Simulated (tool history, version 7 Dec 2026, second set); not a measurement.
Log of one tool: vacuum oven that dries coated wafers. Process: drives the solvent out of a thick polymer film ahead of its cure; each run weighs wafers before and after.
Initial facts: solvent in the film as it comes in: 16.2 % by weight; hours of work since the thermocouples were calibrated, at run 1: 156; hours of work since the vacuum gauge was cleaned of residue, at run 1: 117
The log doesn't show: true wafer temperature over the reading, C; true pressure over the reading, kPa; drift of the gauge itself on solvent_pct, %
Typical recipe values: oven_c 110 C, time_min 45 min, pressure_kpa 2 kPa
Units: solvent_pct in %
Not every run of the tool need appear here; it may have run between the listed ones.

run,hour,oven_c,time_min,pressure_kpa,hours of work since the thermocouples were calibrated,hours of work since the vacuum gauge was cleaned of residue,solvent_pct
1,0,110,45,2,156,117,1.38
2,11.7,110,45,2,161,122,1.43
3,34.3,108,45,2,171,132,1.61
4,45.9,108,45,2,176,137,1.6
5,64.8,102,45,2,184,145,2.41
6,84.6,102,45,2,192,153,2.39
7,95.9,102,45,2,197,158,2.41
8,113.2,110,66,2,204,165,1
9,133.9,106,66,2,213,174,1.26
10,144.7,114,45,5.29,217,178,2.33
11,157.1,110,45,1.06,223,184,1.04
12,168.7,111,42,2.18,227,189,1.5
13,187.5,100,67,7.93,235,196,5.32
14,210.4,103,34,6.73,245,206,5.43
15,224,103,34,6.73,251,212,5.46

Alternative continuations, all from the tool just after run 15; predict every row:
A,233.5,103,34,4.68,255,216,?
B,233.5,110,45,1.77,255,216,?
C,233.5,123,34,1.24,255,216,?
D,233.5,113,59,1.69,255,216,?
E,233.5,113,45,2.53,255,216,?

run,solvent_pct
A,4.45
B,1.34
C,0.65
D,0.82
E,1.32
With no hidden state in the tool, these same runs would have given:
run,solvent_pct
A,4.44
B,1.32
C,0.63
D,0.8
E,1.31
